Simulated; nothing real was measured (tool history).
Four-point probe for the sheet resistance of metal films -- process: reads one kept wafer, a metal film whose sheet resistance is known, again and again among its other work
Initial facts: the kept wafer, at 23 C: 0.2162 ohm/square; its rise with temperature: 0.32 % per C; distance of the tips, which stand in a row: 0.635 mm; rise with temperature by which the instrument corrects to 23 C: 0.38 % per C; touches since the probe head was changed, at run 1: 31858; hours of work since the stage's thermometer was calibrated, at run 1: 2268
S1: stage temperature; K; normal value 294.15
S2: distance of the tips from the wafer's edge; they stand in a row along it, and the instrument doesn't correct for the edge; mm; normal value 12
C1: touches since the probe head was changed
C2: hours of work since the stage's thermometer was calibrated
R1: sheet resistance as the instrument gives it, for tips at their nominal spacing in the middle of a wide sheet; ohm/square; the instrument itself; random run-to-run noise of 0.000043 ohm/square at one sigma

| run | hour | S1 | S2 | C1 | C2 | R1 |
|---|---|---|---|---|---|---|
| 1 | 0.0 | 294.15 | 12 | 31858 | 2268 | 0.214577 |
| 2 | 74.8 | 294.15 | 12 | 34046 | 2328 | 0.214414 |
| 3 | 125.0 | 294.15 | 11 | 35514 | 2368 | 0.214426 |
|  | 144.8 | stage's thermometer calibrated |
| 4 | 189.3 | 294.15 | 22 | 37380 | 35 | 0.214794 |
| 5 | 305.4 | 294.15 | 12 | 40776 | 128 | 0.214842 |
| 6 | 360.9 | 294.15 | 12 | 42398 | 172 | 0.214767 |
| 7 | 480.9 | 294.15 | 12 | 45908 | 267 | 0.214719 |
| 8 | 544.7 | 294.15 | 12 | 47775 | 318 | 0.214620 |
| 9 | 656.3 | 294.15 | 12 | 51038 | 406 | 0.214596 |
| 10 | 778.5 | 308.15 | 9 | 54614 | 504 | 0.213085 |
| 11 | 837.8 | 305.15 | 4 | 56348 | 551 | 0.215583 |
| 12 | 936.1 | 305.15 | 4 | 59222 | 629 | 0.215469 |

Run 13 comes next. What will it give?
| 13 | 1042.1 | 297.15 | 4 | 62322 | 713 | ? |

Run 13 gave R1 0.216280 ohm/square.
Without the tool's hidden state the same run would have given R1 0.218962 ohm/square.
